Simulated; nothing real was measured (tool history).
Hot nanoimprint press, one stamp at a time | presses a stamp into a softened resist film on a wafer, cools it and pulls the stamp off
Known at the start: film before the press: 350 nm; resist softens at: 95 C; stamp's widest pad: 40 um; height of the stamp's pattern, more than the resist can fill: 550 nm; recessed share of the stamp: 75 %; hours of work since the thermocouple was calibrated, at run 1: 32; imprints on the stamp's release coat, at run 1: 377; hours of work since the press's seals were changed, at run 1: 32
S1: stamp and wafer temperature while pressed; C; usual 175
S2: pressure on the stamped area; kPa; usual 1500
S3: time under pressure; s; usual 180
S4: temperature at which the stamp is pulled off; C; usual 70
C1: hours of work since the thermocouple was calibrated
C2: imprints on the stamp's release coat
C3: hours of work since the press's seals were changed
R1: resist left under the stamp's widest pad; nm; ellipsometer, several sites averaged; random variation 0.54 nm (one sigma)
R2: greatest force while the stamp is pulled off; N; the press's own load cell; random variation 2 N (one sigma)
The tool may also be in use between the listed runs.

Run 1, hour 0: usual settings; C1 32; C2 377; C3 32. Result: R1 123.7 nm, R2 188 N.
Run 2, hour 18.5: usual settings but S2 1510 kPa; C1 46; C2 472; C3 46. Result: R1 123.2 nm, R2 186 N.
Run 3, hour 33.4: usual settings but S2 1510 kPa; C1 57; C2 550; C3 57. Result: R1 123.7 nm, R2 187 N.
Run 4, hour 51.7: usual settings; C1 71; C2 644; C3 71. Result: R1 124.3 nm, R2 186 N.
Run 5, hour 72.7: usual settings; C1 87; C2 753; C3 87. Result: R1 124 nm, R2 185 N.
Run 6, hour 85: usual settings; C1 96; C2 817; C3 96. Result: R1 124.1 nm, R2 187 N.
Run 7, hour 105.9: usual settings but S3 174 s; C1 112; C2 925; C3 112. Result: R1 126.1 nm, R2 188 N.
At hour 113.5: stamp cleaned and given a new release coat.
Run 8, hour 132: usual settings but S3 174 s; C1 127; C2 95; C3 127. Result: R1 125.2 nm, R2 186 N.
Run 9, hour 148.4: usual settings but S2 1300 kPa; C1 140; C2 180; C3 140. Result: R1 132.3 nm, R2 190 N.
Run 10, hour 169.7: usual settings but S2 1300 kPa; C1 156; C2 290; C3 156. Result: R1 133.4 nm, R2 192 N.
Run 11, hour 183.5: usual settings but S2 1300 kPa; C1 166; C2 362; C3 166. Result: R1 132.8 nm, R2 186 N.
Run 12, hour 195.3: usual settings but S2 1300 kPa; C1 175; C2 423; C3 175. Result: R1 133.1 nm, R2 190 N.
Run 13, hour 218: usual settings but S2 1300 kPa; C1 193; C2 541; C3 193. Result: R1 132.3 nm, R2 187 N.
Run 14, hour 237.6: usual settings but S2 1300 kPa; C1 207; C2 642; C3 207. Result: R1 132.4 nm, R2 185 N.
Run 15, hour 248.1: usual settings but S2 1300 kPa, S3 227 s; C1 215; C2 696; C3 215. Result: R1 120.2 nm, R2 189 N.
Run 16, hour 266: usual settings but S1 177 C, S2 2260 kPa, S3 241 s, S4 78 C; C1 229; C2 789; C3 229. Result: R1 80.9 nm, R2 147 N.
Run 17, hour 275.6: usual settings but S1 186 C, S2 1330 kPa, S3 93 s, S4 68 C; C1 236; C2 839; C3 236. Result: R1 105.6 nm, R2 195 N.
At hour 300.9: stamp cleaned and given a new release coat.
Run 18, hour 303.4: usual settings but S1 186 C, S2 1330 kPa, S3 93 s, S4 68 C; C1 253; C2 13; C3 253. Result: R1 106.9 nm, R2 197 N.
At hour 310.1: plate thermocouple calibrated.
Run 19, hour 321.6: usual settings but S1 178 C, S3 334 s; C1 9; C2 92; C3 264. Result: R1 83.4 nm, R2 185 N.
Run 20, hour 339.9: usual settings but S1 170 C, S2 1010 kPa, S3 348 s, S4 57 C; C1 23; C2 186; C3 278. Result: R1 145.6 nm, R2 253 N.
Run 21, hour 353.4: usual settings but S2 1330 kPa, S3 100 s; C1 33; C2 256; C3 288. Result: R1 166.1 nm, R2 188 N.
Run 22, hour 371.6: usual settings but S1 171 C, S2 1050 kPa, S3 230 s, S4 61 C; C1 47; C2 351; C3 302. Result: R1 160.9 nm, R2 234 N.
Run 23, hour 393.8: usual settings but S1 179 C, S2 1560 kPa, S3 254 s, S4 67 C; C1 63; C2 465; C3 319. Result: R1 87.8 nm, R2 202 N.
Run 24, hour 406.4: usual settings but S1 173 C, S2 1310 kPa, S3 91 s, S4 66 C; C1 73; C2 531; C3 329. Result: R1 184.5 nm, R2 213 N.
Run 25, hour 420.8: usual settings but S1 181 C, S3 193 s, S4 62 C; C1 84; C2 606; C3 340. Result: R1 91.9 nm, R2 227 N.
Run 26, hour 436: usual settings but S1 166 C, S3 234 s; C1 95; C2 684; C3 351. Result: R1 169.8 nm, R2 189 N.
Run 27, hour 458.8: usual settings but S1 166 C, S3 234 s, S4 58 C; C1 113; C2 802; C3 368. Result: R1 170.1 nm, R2 247 N.

Run 28 comes next. What will it give?
Run 28, hour 477.3: usual settings but S1 166 C, S2 1410 kPa, S3 234 s, S4 58 C; C1 127; C2 898; C3 382. Result: R1 ?, R2 ?.

{"run 28": {"R1": 175.8, "R2": 253}}
Without the tool's hidden state the same run would have given R1 176 nm, R2 252 N.

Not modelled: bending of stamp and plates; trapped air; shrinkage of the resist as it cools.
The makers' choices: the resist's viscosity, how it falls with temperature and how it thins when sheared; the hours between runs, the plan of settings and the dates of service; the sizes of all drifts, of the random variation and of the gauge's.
